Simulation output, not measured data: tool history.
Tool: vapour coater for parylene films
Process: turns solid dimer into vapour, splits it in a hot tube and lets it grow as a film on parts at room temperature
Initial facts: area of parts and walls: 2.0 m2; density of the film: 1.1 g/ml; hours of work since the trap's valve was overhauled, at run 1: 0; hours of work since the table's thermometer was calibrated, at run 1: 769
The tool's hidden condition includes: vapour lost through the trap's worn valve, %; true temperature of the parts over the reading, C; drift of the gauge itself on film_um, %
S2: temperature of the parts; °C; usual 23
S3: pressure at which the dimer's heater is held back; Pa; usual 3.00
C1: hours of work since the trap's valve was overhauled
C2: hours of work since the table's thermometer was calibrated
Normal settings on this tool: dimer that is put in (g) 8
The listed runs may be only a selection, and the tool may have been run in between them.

{"run": 1, "hour": 0.0, "dimer that is put in (g)": 8, "S2": 23, "S3": 3.0, "C1": 0, "C2": 769, "thickness of the film (nm)": 2770}
{"run": 2, "hour": 45.0, "dimer that is put in (g)": 8, "S2": 23, "S3": 3.0, "C1": 32, "C2": 800, "thickness of the film (nm)": 2800}
{"run": 3, "hour": 80.7, "dimer that is put in (g)": 8, "S2": 23, "S3": 3.0, "C1": 57, "C2": 825, "thickness of the film (nm)": 2790}
{"run": 4, "hour": 139.2, "dimer that is put in (g)": 8, "S2": 23, "S3": 3.0, "C1": 98, "C2": 866, "thickness of the film (nm)": 2810}
{"run": 5, "hour": 163.6, "dimer that is put in (g)": 5, "S2": 23, "S3": 3.0, "C1": 115, "C2": 883, "thickness of the film (nm)": 1760}
{"run": 6, "hour": 215.2, "dimer that is put in (g)": 5, "S2": 23, "S3": 3.0, "C1": 151, "C2": 920, "thickness of the film (nm)": 1750}
{"run": 7, "hour": 271.4, "dimer that is put in (g)": 5, "S2": 23, "S3": 3.0, "C1": 190, "C2": 959, "thickness of the film (nm)": 1740}
{"run": 8, "hour": 295.7, "dimer that is put in (g)": 11, "S2": 23, "S3": 3.0, "C1": 207, "C2": 976, "thickness of the film (nm)": 3870}
{"hour": 306.2, "done": "table's thermometer calibrated"}
{"run": 9, "hour": 340.0, "dimer that is put in (g)": 11, "S2": 23, "S3": 3.0, "C1": 237, "C2": 24, "thickness of the film (nm)": 3870}
{"run": 10, "hour": 377.5, "dimer that is put in (g)": 8, "S2": 23, "S3": 3.0, "C1": 264, "C2": 50, "thickness of the film (nm)": 2800}
{"run": 11, "hour": 430.6, "dimer that is put in (g)": 8, "S2": 23, "S3": 3.0, "C1": 301, "C2": 87, "thickness of the film (nm)": 2800}
{"run": 12, "hour": 468.8, "dimer that is put in (g)": 8, "S2": 23, "S3": 3.0, "C1": 328, "C2": 114, "thickness of the film (nm)": 2790}
{"run": 13, "hour": 503.1, "dimer that is put in (g)": 7, "S2": 23, "S3": 3.0, "C1": 352, "C2": 138, "thickness of the film (nm)": 2450}
{"run": 14, "hour": 542.6, "dimer that is put in (g)": 7, "S2": 23, "S3": 3.0, "C1": 379, "C2": 166, "thickness of the film (nm)": 2450}
{"run": 15, "hour": 582.9, "dimer that is put in (g)": 7, "S2": 23, "S3": 3.0, "C1": 408, "C2": 194, "thickness of the film (nm)": 2470}
{"run": 16, "hour": 640.8, "dimer that is put in (g)": 7, "S2": 23, "S3": 3.0, "C1": 448, "C2": 234, "thickness of the film (nm)": 2470}
{"run": 17, "hour": 679.5, "dimer that is put in (g)": 5, "S2": 23, "S3": 3.0, "C1": 475, "C2": 262, "thickness of the film (nm)": 1750}
{"run": 18, "hour": 727.8, "dimer that is put in (g)": 6, "S2": 24, "S3": 9.15, "C1": 509, "C2": 295, "thickness of the film (nm)": 1880}
{"run": 19, "hour": 783.7, "dimer that is put in (g)": 13, "S2": 23, "S3": 3.0, "C1": 548, "C2": 334, "thickness of the film (nm)": 4600}
{"hour": 799.3, "done": "trap's valve overhauled"}
{"run": 20, "hour": 819.3, "dimer that is put in (g)": 8, "S2": 23, "S3": 11.31, "C1": 14, "C2": 357, "thickness of the film (nm)": 2540}
{"run": 21, "hour": 857.3, "dimer that is put in (g)": 8, "S2": 19, "S3": 11.31, "C1": 41, "C2": 383, "thickness of the film (nm)": 2890}
{"run": 22, "hour": 897.1, "dimer that is put in (g)": 8, "S2": 23, "S3": 11.31, "C1": 69, "C2": 411, "thickness of the film (nm)": 2550}
{"run": 23, "hour": 927.0, "dimer that is put in (g)": 9, "S2": 23, "S3": 3.0, "C1": 89, "C2": 432, "thickness of the film (nm)": 3200}
{"run": 24, "hour": 971.1, "dimer that is put in (g)": 5, "S2": 23, "S3": 5.5, "C1": 120, "C2": 463, "thickness of the film (nm)": 1680}
{"run": 25, "hour": 999.2, "dimer that is put in (g)": 12, "S2": 31, "S3": 5.19, "C1": 140, "C2": 483, "thickness of the film (nm)": 3220}

What if the next run were any one of these 5? Each begins from the tool's condition after run 25:
{"run": "A", "hour": 1046.5, "dimer that is put in (g)": 12, "S2": 31, "S3": 2.52, "C1": 173, "C2": 516, "thickness of the film (nm)": "?"}
{"run": "B", "hour": 1046.5, "dimer that is put in (g)": 8, "S2": 20, "S3": 9.23, "C1": 173, "C2": 516, "thickness of the film (nm)": "?"}
{"run": "C", "hour": 1046.5, "dimer that is put in (g)": 8, "S2": 23, "S3": 6.45, "C1": 173, "C2": 516, "thickness of the film (nm)": "?"}
{"run": "D", "hour": 1046.5, "dimer that is put in (g)": 12, "S2": 20, "S3": 5.19, "C1": 173, "C2": 516, "thickness of the film (nm)": "?"}
{"run": "E", "hour": 1046.5, "dimer that is put in (g)": 8, "S2": 31, "S3": 11.95, "C1": 173, "C2": 516, "thickness of the film (nm)": "?"}

run=A thickness_of_the_film_(nm)=3410
run=B thickness_of_the_film_(nm)=2860
run=C thickness_of_the_film_(nm)=2670
run=D thickness_of_the_film_(nm)=4470
run=E thickness_of_the_film_(nm)=1990
Stripped of hidden state, with their random variation kept, the same runs would have yielded:
run=A thickness_of_the_film_(nm)=3340
run=B thickness_of_the_film_(nm)=2810
run=C thickness_of_the_film_(nm)=2620
run=D thickness_of_the_film_(nm)=4380
run=E thickness_of_the_film_(nm)=1950
